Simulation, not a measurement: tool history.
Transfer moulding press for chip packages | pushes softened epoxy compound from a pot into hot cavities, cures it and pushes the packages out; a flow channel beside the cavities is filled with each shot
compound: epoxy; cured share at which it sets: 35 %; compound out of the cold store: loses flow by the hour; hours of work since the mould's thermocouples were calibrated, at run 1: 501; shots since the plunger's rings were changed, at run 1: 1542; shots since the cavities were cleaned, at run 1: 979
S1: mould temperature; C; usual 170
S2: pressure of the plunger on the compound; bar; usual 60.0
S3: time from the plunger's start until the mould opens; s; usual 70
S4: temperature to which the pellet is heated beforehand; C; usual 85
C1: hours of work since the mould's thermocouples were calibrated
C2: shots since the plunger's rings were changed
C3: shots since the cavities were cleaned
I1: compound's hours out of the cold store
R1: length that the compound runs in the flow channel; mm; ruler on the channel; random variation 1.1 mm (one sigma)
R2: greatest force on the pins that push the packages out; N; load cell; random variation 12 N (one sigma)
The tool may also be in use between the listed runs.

run	hour	S1	S2	S3	S4	C1	C2	C3	I1	R1	R2
1	0.0	170	60.0	70	85	501	1542	979	46.1	594	1031
# hour 12.0: cavities cleaned with cleaning compound and waxed
2	38.9	170	60.0	70	85	525	2176	456	40.9	601	850
# hour 70.2: plunger's sealing rings changed
# hour 83.1: cavities cleaned with cleaning compound and waxed
3	83.1	170	60.0	70	85	551	194	0	31.8	633	574
4	112.2	170	60.0	70	85	569	688	494	35.5	623	874
# hour 153.7: cavities cleaned with cleaning compound and waxed
5	160.7	170	60.0	70	85	599	1483	118	46.8	593	674
6	180.3	170	60.0	70	85	611	1816	451	36.2	613	875
7	217.7	170	60.0	70	85	635	2451	1086	45.8	588	1029
# hour 223.9: cavities cleaned with cleaning compound and waxed
# hour 234.7: plunger's sealing rings changed
8	245.7	170	60.0	70	85	650	187	328	26.3	647	813
9	271.0	170	60.0	70	83	667	615	756	35.5	624	954
# hour 296.5: cavities cleaned with cleaning compound and waxed
10	308.3	170	60.0	70	83	689	1222	200	43.1	605	705
# hour 338.8: mould's thermocouples calibrated
11	340.8	171	60.0	70	85	1	1739	717	30.6	625	964
# hour 367.3: cavities cleaned with cleaning compound and waxed
12	380.5	177	48.6	77	82	26	2387	223	41.4	533	554
# hour 397.1: plunger's sealing rings changed
13	405.1	171	48.2	73	82	40	137	598	13.7	603	889
# hour 440.4: cavities cleaned with cleaning compound and waxed
14	450.0	178	48.2	73	86	67	872	163	15.8	585	532
15	475.0	169	48.2	77	88	83	1295	586	46.9	534	853
# hour 508.3: cavities cleaned with cleaning compound and waxed
16	511.4	170	60.0	95	84	105	1887	51	17.3	650	446
17	545.8	164	60.0	95	84	127	2471	635	24.8	638	811
# hour 558.9: plunger's sealing rings changed
# hour 581.3: cavities cleaned with cleaning compound and waxed
18	590.0	164	60.0	67	84	153	502	147	37.4	630	1140
19	634.5	170	49.7	70	94	181	1256	901	36.9	559	1008
# hour 652.7: cavities cleaned with cleaning compound and waxed
20	682.7	163	60.0	63	93	211	2048	509	36.1	617	1772

Some steps in R1 between neighbouring runs. How much of each would the tool show without its hidden state too (settings, what came in, random variation), and how much is left for the hidden state, with any gauge scatter that isn't in both results?
The hidden state here: true mould temperature over the reading, C; pressure that reaches the compound, % of what is set; grip of the stained cavities, % over clean ones'; drift of the gauge itself on flow_mm, %; drift of the gauge itself on push_out_n, %.
Run 7 -> 8: cavities cleaned with cleaning compound and waxed, plunger's sealing rings changed. R1 +59 mm: hidden state +17, all else +42.
Run 11 -> 12: S1 171 -> 177, S2 60.0 -> 48.6, S3 70 -> 77, S4 85 -> 82, cavities cleaned with cleaning compound and waxed. R1 -92 mm: hidden state -2, all else -90.
Run 15 -> 16: S1 169 -> 170, S2 48.2 -> 60.0, S3 77 -> 95, S4 88 -> 84, cavities cleaned with cleaning compound and waxed. R1 +116 mm: hidden state -7, all else +123.
Run 17 -> 18: S3 95 -> 67, plunger's sealing rings changed, cavities cleaned with cleaning compound and waxed. R1 -8 mm: hidden state +17, all else -25.

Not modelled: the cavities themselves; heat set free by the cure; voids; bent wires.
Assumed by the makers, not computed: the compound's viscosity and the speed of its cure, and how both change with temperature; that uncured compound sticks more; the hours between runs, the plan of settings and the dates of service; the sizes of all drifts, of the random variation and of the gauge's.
